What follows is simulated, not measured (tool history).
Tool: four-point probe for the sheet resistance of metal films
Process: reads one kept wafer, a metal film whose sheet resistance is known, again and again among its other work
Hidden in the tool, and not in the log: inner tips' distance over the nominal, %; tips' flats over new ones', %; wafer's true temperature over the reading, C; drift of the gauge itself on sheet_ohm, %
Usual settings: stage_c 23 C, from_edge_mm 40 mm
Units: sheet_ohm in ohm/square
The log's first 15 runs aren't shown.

run	day	stage_c	from_edge_mm	touches since the probe head was changed	hours of work since the stage's thermometer was calibrated	sheet_ohm
16	45.033	23	40	62691	2240	0.116872
# day 46.892: new probe head fitted
17	48.438	23	40	1038	2298	0.117952
18	51.388	23	40	3014	2348	0.117929
19	53.733	28	4	4586	2388	0.121004
# day 53.938: stage's thermometer calibrated
20	57.329	32	4	6984	58	0.120524
21	59.542	31	3	8466	96	0.123328
# day 61.342: stage's thermometer calibrated, once more
22	62.688	29	12	10560	23	0.117721
23	64.504	33	40	11778	54	0.116812
24	66.854	33	40	13355	94	0.116812
25	70.754	19	40	15969	161	0.118531
26	73.15	19	40	17575	202	0.118509
27	75.688	26	28	19275	246	0.117601
28	78.992	19	5	21491	302	0.120948
29	81.467	33	4	23150	345	0.120406
30	83.908	33	4	24788	386	0.120409
31	86.871	21	35	26774	437	0.118117
32	88.596	19	27	27931	467	0.118374
33	91.4	35	21	29811	515	0.116416
34	93.688	35	21	31342	554	0.116413
35	95.421	35	21	32505	584	0.116421
36	97.558	35	21	33939	620	0.116368

3 ways to go on from here, each from the tool as it stands after run 36. What would each give?
A	100.208	23	5	35715	666	?
B	100.208	24	3	35715	666	?
C	100.208	29	15	35715	666	?

run	sheet_ohm
A	0.120134
B	0.124147
C	0.117186
Without the tool's hidden state the same runs would have given:
run	sheet_ohm
A	0.120587
B	0.124614
C	0.117627
